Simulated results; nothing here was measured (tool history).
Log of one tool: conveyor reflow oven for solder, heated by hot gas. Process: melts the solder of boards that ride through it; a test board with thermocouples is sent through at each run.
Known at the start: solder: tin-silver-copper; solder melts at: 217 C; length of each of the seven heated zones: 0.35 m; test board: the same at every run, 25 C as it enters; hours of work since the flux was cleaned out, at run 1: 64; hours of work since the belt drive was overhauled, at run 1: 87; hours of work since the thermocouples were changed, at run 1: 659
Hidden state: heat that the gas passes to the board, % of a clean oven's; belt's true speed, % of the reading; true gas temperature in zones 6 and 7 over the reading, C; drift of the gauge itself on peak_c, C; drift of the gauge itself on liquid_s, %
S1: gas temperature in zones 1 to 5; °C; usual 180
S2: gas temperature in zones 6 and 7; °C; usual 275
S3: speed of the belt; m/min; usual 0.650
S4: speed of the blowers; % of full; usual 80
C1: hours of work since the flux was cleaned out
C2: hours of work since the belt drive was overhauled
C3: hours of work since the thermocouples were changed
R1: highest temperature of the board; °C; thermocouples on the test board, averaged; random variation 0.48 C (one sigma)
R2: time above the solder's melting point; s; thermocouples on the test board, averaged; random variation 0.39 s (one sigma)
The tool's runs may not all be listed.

| run | hour | S1 | S2 | S3 | S4 | C1 | C2 | C3 | R1 | R2 |
|---|---|---|---|---|---|---|---|---|---|---|
| 1 | 0.0 | 180 | 275 | 0.650 | 80 | 64 | 87 | 659 | 260.5 | 54.5 |
| 2 | 37.5 | 180 | 275 | 0.650 | 80 | 88 | 112 | 684 | 259.7 | 55.3 |
| 3 | 68.6 | 180 | 275 | 0.650 | 80 | 109 | 133 | 704 | 260.2 | 54.4 |
| 4 | 97.2 | 180 | 275 | 0.650 | 80 | 128 | 151 | 723 | 259.0 | 54.7 |
| 5 | 124.0 | 180 | 275 | 0.650 | 80 | 145 | 169 | 741 | 259.7 | 54.0 |
| 6 | 152.6 | 180 | 275 | 0.650 | 80 | 164 | 188 | 760 | 259.6 | 53.8 |
| 7 | 174.5 | 180 | 275 | 0.650 | 80 | 178 | 202 | 774 | 258.7 | 54.1 |
| 8 | 195.9 | 180 | 275 | 0.650 | 80 | 192 | 216 | 788 | 257.3 | 54.0 |
| 9 | 215.2 | 180 | 275 | 0.650 | 80 | 205 | 229 | 801 | 258.2 | 54.4 |
| 10 | 241.0 | 180 | 275 | 0.650 | 80 | 222 | 246 | 818 | 258.4 | 53.2 |
| 11 | 258.6 | 180 | 275 | 0.650 | 80 | 234 | 258 | 829 | 258.3 | 53.4 |
| 12 | 297.5 | 166 | 275 | 0.650 | 80 | 259 | 283 | 855 | 254.6 | 47.9 |
| 13 | 315.1 | 180 | 275 | 0.650 | 80 | 271 | 295 | 866 | 258.2 | 54.3 |
| 14 | 339.8 | 193 | 275 | 0.650 | 80 | 287 | 311 | 883 | 259.7 | 58.7 |
| 15 | 379.3 | 173 | 275 | 0.650 | 80 | 313 | 337 | 909 | 256.2 | 50.4 |
| 16 | 411.0 | 173 | 275 | 0.650 | 80 | 334 | 358 | 930 | 255.9 | 50.3 |
| 17 | 446.5 | 186 | 275 | 0.650 | 80 | 357 | 381 | 953 | 258.1 | 55.3 |
|  | 490.8 | flux residue cleaned out of gas plates and filters |
| 18 | 491.0 | 176 | 275 | 0.633 | 79 | 0 | 407 | 979 | 260.6 | 56.2 |
| 19 | 508.5 | 180 | 276 | 0.650 | 80 | 12 | 419 | 990 | 260.8 | 55.9 |
| 20 | 530.8 | 180 | 278 | 0.650 | 55 | 26 | 433 | 1005 | 257.1 | 53.1 |
| 21 | 551.5 | 179 | 289 | 0.772 | 88 | 40 | 447 | 1019 | 268.2 | 49.2 |
| 22 | 588.8 | 179 | 271 | 0.772 | 88 | 64 | 472 | 1043 | 252.0 | 42.3 |
|  | 596.9 | thermocouples of zones 6 and 7 changed |
| 23 | 617.4 | 180 | 271 | 0.650 | 80 | 82 | 489 | 13 | 257.8 | 53.7 |
| 24 | 650.5 | 180 | 275 | 0.687 | 60 | 104 | 511 | 35 | 253.9 | 48.3 |
| 25 | 668.1 | 180 | 275 | 0.650 | 68 | 115 | 522 | 47 | 258.5 | 54.2 |
| 26 | 705.3 | 186 | 275 | 0.774 | 68 | 140 | 547 | 71 | 252.9 | 44.2 |
| 27 | 724.5 | 166 | 282 | 0.611 | 64 | 152 | 560 | 84 | 263.2 | 56.0 |
| 28 | 765.3 | 166 | 282 | 0.571 | 73 | 179 | 586 | 111 | 267.0 | 61.9 |
| 29 | 800.4 | 171 | 282 | 0.643 | 73 | 202 | 609 | 134 | 262.8 | 54.1 |
| 30 | 827.7 | 171 | 282 | 0.643 | 73 | 220 | 627 | 152 | 262.9 | 55.0 |
| 31 | 848.0 | 171 | 282 | 0.643 | 73 | 234 | 641 | 165 | 262.3 | 53.9 |

Some steps in R1 between neighbouring runs. How much of each would the tool show without its hidden state too (settings, what came in, random variation), and how much is left for the hidden state, with any gauge scatter that isn't in both results?
Run 14 -> 15: S1 193 -> 173. R1 -3.5 °C: hidden state -0.9, all else -2.6.
Run 17 -> 18: S1 186 -> 176, S3 0.650 -> 0.633, S4 80 -> 79, flux residue cleaned out of gas plates and filters. R1 +2.5 °C: hidden state +3.5, all else -1.0.
Run 20 -> 21: S1 180 -> 179, S2 278 -> 289, S3 0.650 -> 0.772, S4 55 -> 88. R1 +11.1 °C: hidden state -0.3, all else +11.4.
Run 21 -> 22: S2 289 -> 271. R1 -16.2 °C: hidden state -0.3, all else -15.9.
Run 22 -> 23: S1 179 -> 180, S3 0.772 -> 0.650, S4 88 -> 80, thermocouples of zones 6 and 7 changed. R1 +5.8 °C: hidden state +0.8, all else +5.0.
Run 26 -> 27: S1 186 -> 166, S2 275 -> 282, S3 0.774 -> 0.611, S4 68 -> 64. R1 +10.3 °C: hidden state -0.1, all else +10.4.
